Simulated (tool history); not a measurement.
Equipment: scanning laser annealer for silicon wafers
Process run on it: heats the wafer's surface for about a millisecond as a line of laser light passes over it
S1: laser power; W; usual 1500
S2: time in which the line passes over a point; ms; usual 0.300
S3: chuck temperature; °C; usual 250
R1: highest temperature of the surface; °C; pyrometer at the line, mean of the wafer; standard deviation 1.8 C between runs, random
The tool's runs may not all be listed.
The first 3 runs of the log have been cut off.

run 4 hour=70.2 | S1=1500 S2=0.300 S3=250 | R1=1059
run 5 hour=96.1 | S1=1500 S2=0.359 S3=250 | R1=1142
run 6 hour=117.7 | S1=1500 S2=0.300 S3=250 | R1=1061
run 7 hour=154.4 | S1=1504 S2=0.300 S3=250 | R1=1062
run 8 hour=189.1 | S1=1504 S2=0.300 S3=250 | R1=1062
run 9 hour=214.0 | S1=1504 S2=0.300 S3=250 | R1=1061
run 10 hour=248.5 | S1=1504 S2=0.300 S3=250 | R1=1063
run 11 hour=283.7 | S1=1504 S2=0.300 S3=250 | R1=1064
run 12 hour=304.3 | S1=1504 S2=0.300 S3=250 | R1=1066
run 13 hour=330.8 | S1=1504 S2=0.300 S3=250 | R1=1061
run 14 hour=367.2 | S1=1504 S2=0.300 S3=250 | R1=1065
run 15 hour=394.3 | S1=1500 S2=0.300 S3=256 | R1=1067
run 16 hour=411.6 | S1=1500 S2=0.300 S3=267 | R1=1078
run 17 hour=441.7 | S1=1500 S2=0.300 S3=267 | R1=1076
run 18 hour=467.6 | S1=1500 S2=0.300 S3=250 | R1=1057
run 19 hour=499.7 | S1=1372 S2=0.306 S3=234 | R1=980
run 20 hour=530.5 | S1=1372 S2=0.306 S3=234 | R1=981
run 21 hour=556.6 | S1=1393 S2=0.300 S3=287 | R1=1038
run 22 hour=582.2 | S1=1393 S2=0.330 S3=254 | R1=1044

Run 23 is up next; what results do you expect?
run 23 hour=620.7 | S1=1575 S2=0.300 S3=250 | R1=?

{"run 23": {"R1": 1100}}
Minus the tool's unlogged condition, the same run would have read R1 1102 °C.
